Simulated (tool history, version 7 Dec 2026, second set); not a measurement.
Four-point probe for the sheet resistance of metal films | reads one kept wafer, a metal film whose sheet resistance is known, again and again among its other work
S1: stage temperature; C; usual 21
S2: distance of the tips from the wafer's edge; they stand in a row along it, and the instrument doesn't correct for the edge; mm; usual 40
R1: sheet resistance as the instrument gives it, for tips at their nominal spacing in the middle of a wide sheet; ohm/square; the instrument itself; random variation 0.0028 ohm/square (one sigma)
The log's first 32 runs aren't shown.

run	hour	S1	S2	R1
33	322.0	27	24	13.996781
34	330.1	21	24	14.001983
35	342.4	26	58	13.977125
36	351.5	22	10	14.099597
37	364.3	22	10	14.099140
38	371.8	22	10	14.101675
39	382.5	21	13	14.053307
40	397.1	22	13	14.052212
41	405.3	22	13	14.052408
42	420.2	26	16	14.033860
43	431.2	26	16	14.027273
44	444.2	20	5	14.450777

3 ways to go on from here, each from the tool as it stands after run 44. What would each give?
A	451.6	21	7	?
B	451.6	25	51	?
C	451.6	21	11	?

run	R1
A	14.229452
B	13.995346
C	14.084925
Without the tool's hidden state the same runs would have given:
run	R1
A	14.124064
B	13.891428
C	13.980515
